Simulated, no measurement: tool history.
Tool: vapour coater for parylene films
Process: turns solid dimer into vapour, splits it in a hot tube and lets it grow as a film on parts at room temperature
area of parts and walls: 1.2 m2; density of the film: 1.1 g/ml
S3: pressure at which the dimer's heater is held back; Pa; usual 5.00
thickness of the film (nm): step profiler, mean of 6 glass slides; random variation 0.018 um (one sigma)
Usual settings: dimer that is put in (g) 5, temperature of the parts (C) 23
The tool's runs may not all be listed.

Run 1, hour 0.0: usual settings. Result: thickness of the film (nm) 2400.
Run 2, hour 14.9: usual settings. Result: thickness of the film (nm) 2410.
Run 3, hour 23.3: usual settings. Result: thickness of the film (nm) 2380.
Run 4, hour 38.5: usual settings. Result: thickness of the film (nm) 2360.
Run 5, hour 46.0: usual settings. Result: thickness of the film (nm) 2390.
Run 6, hour 53.3: usual settings. Result: thickness of the film (nm) 2380.
At hour 55.5: table's thermometer calibrated.
Run 7, hour 67.0: usual settings. Result: thickness of the film (nm) 2360.
Run 8, hour 73.7: usual settings. Result: thickness of the film (nm) 2380.
Run 9, hour 81.0: usual settings. Result: thickness of the film (nm) 2410.
Run 10, hour 96.9: usual settings. Result: thickness of the film (nm) 2380.
At hour 103.2: table's thermometer calibrated, once more.
Run 11, hour 105.3: usual settings. Result: thickness of the film (nm) 2370.
Run 12, hour 115.5: usual settings but dimer that is put in (g) 2, S3 9.45 Pa. Result: thickness of the film (nm) 870.
Run 13, hour 128.3: usual settings but temperature of the parts (C) 16, S3 3.85 Pa. Result: thickness of the film (nm) 2940.
Run 14, hour 142.4: usual settings but temperature of the parts (C) 20, S3 2.42 Pa. Result: thickness of the film (nm) 2800.
Run 15, hour 151.3: usual settings but temperature of the parts (C) 20, S3 2.42 Pa. Result: thickness of the film (nm) 2780.
Run 16, hour 163.5: usual settings but dimer that is put in (g) 2. Result: thickness of the film (nm) 930.
Run 17, hour 176.6: usual settings but dimer that is put in (g) 7, temperature of the parts (C) 22, S3 7.15 Pa. Result: thickness of the film (nm) 3250.
Run 18, hour 189.5: usual settings but dimer that is put in (g) 7, temperature of the parts (C) 22, S3 7.15 Pa. Result: thickness of the film (nm) 3240.
Run 19, hour 202.6: usual settings but dimer that is put in (g) 2, temperature of the parts (C) 22, S3 5.87 Pa. Result: thickness of the film (nm) 940.

Forecast each of these 3 alternatives for the next run:
Run A, hour 218.6: usual settings but temperature of the parts (C) 19. Result: thickness of the film (nm) ?.
Run B, hour 218.6: usual settings but dimer that is put in (g) 8, temperature of the parts (C) 29, S3 2.85 Pa. Result: thickness of the film (nm) ?.
Run C, hour 218.6: usual settings but dimer that is put in (g) 4, temperature of the parts (C) 16. Result: thickness of the film (nm) ?.

run  thickness of the film (nm)
  A                        2590
  B                        3350
  C                        2280
Without the tool's hidden state the same runs would have given:
run  thickness of the film (nm)
  A                        2720
  B                        3510
  C                        2390
